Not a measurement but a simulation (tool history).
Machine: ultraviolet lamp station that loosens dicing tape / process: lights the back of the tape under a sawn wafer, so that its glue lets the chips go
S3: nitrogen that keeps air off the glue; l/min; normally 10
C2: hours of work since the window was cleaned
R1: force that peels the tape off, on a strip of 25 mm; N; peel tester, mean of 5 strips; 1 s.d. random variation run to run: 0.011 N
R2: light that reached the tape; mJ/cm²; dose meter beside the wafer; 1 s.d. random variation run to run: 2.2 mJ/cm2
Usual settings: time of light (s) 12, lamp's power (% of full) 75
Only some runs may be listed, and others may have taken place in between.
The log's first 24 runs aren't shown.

Run 25, day 48.233: usual settings but time of light (s) 23, lamp's power (% of full) 69; hours of work of the lamp 350; C2 134. Result: R1 0.157 N, R2 303 mJ/cm².
Run 26, day 50.025: usual settings but time of light (s) 10, lamp's power (% of full) 82, S3 4 l/min; hours of work of the lamp 381; C2 165. Result: R1 1.755 N, R2 152 mJ/cm².
Run 27, day 52.412: usual settings but time of light (s) 10, lamp's power (% of full) 82, S3 4 l/min; hours of work of the lamp 422; C2 207. Result: R1 1.682 N, R2 152 mJ/cm².
Run 28, day 53.621: usual settings but time of light (s) 10, lamp's power (% of full) 82, S3 4 l/min; hours of work of the lamp 443; C2 228. Result: R1 1.753 N, R2 151 mJ/cm².
Run 29, day 55.892: usual settings but time of light (s) 18, lamp's power (% of full) 82, S3 6 l/min; hours of work of the lamp 482; C2 267. Result: R1 0.420 N, R2 266 mJ/cm².
Run 30, day 57.758: usual settings but time of light (s) 18, lamp's power (% of full) 82, S3 6 l/min; hours of work of the lamp 515; C2 299. Result: R1 0.449 N, R2 259 mJ/cm².
Run 31, day 60.692: usual settings but time of light (s) 8, lamp's power (% of full) 90, S3 5 l/min; hours of work of the lamp 566; C2 350. Result: R1 1.988 N, R2 126 mJ/cm².
Run 32, day 62.112: usual settings but time of light (s) 22, lamp's power (% of full) 70, S3 5 l/min; hours of work of the lamp 590; C2 375. Result: R1 0.543 N, R2 260 mJ/cm².
Run 33, day 63.338: usual settings but time of light (s) 23, lamp's power (% of full) 63; hours of work of the lamp 611; C2 396. Result: R1 0.320 N, R2 239 mJ/cm².
Run 34, day 65.558: usual settings but time of light (s) 18, lamp's power (% of full) 64, S3 18 l/min; hours of work of the lamp 650; C2 435. Result: R1 0.363 N, R2 189 mJ/cm².
Run 35, day 67.454: usual settings but time of light (s) 13, lamp's power (% of full) 64, S3 20 l/min; hours of work of the lamp 683; C2 468. Result: R1 0.760 N, R2 131 mJ/cm².
At day 69.946: window cleaned of glue's vapour.
Run 36, day 70.238: usual settings but time of light (s) 13, lamp's power (% of full) 64, S3 20 l/min; hours of work of the lamp 731; C2 5. Result: R1 0.612 N, R2 150 mJ/cm².
Run 37, day 72.154: usual settings but time of light (s) 6, lamp's power (% of full) 96, S3 5 l/min; hours of work of the lamp 764; C2 38. Result: R1 2.531 N, R2 98 mJ/cm².
Run 38, day 73.367: usual settings but time of light (s) 16, lamp's power (% of full) 96; hours of work of the lamp 785; C2 59. Result: R1 0.255 N, R2 259 mJ/cm².
Run 39, day 75.179: usual settings but time of light (s) 16, lamp's power (% of full) 96; hours of work of the lamp 816; C2 91. Result: R1 0.262 N, R2 252 mJ/cm².
Run 40, day 77.788: usual settings but lamp's power (% of full) 61, S3 4 l/min; hours of work of the lamp 862; C2 136. Result: R1 2.323 N, R2 119 mJ/cm².
Run 41, day 80.117: usual settings but lamp's power (% of full) 85, S3 4 l/min; hours of work of the lamp 902; C2 176. Result: R1 1.488 N, R2 161 mJ/cm².
Run 42, day 82.417: usual settings but lamp's power (% of full) 85, S3 4 l/min; hours of work of the lamp 942; C2 216. Result: R1 1.676 N, R2 160 mJ/cm².
Run 43, day 85.338: usual settings but lamp's power (% of full) 85, S3 4 l/min; hours of work of the lamp 993; C2 267. Result: R1 1.713 N, R2 151 mJ/cm².

4 options for the next run, each taken on its own from the tool as it stands now. Forecast them:
Run A, day 86.521: usual settings but lamp's power (% of full) 80, S3 14 l/min; hours of work of the lamp 1013; C2 287. Result: R1 ?, R2 ?.
Run B, day 86.521: usual settings but time of light (s) 8, lamp's power (% of full) 78; hours of work of the lamp 1013; C2 287. Result: R1 ?, R2 ?.
Run C, day 86.521: usual settings but time of light (s) 16, lamp's power (% of full) 72; hours of work of the lamp 1013; C2 287. Result: R1 ?, R2 ?.
Run D, day 86.521: usual settings but time of light (s) 22, lamp's power (% of full) 97, S3 3 l/min; hours of work of the lamp 1013; C2 287. Result: R1 ?, R2 ?.

run     R1   R2
  A  0.808  140
  B  2.039   88
  C  0.741  171
  D  0.561  316
The same runs, with their run-to-run variation unchanged, on a tool lacking any hidden condition would have given:
run     R1   R2
  A  0.310  210
  B  1.119  134
  C  0.281  256
  D  0.196  473
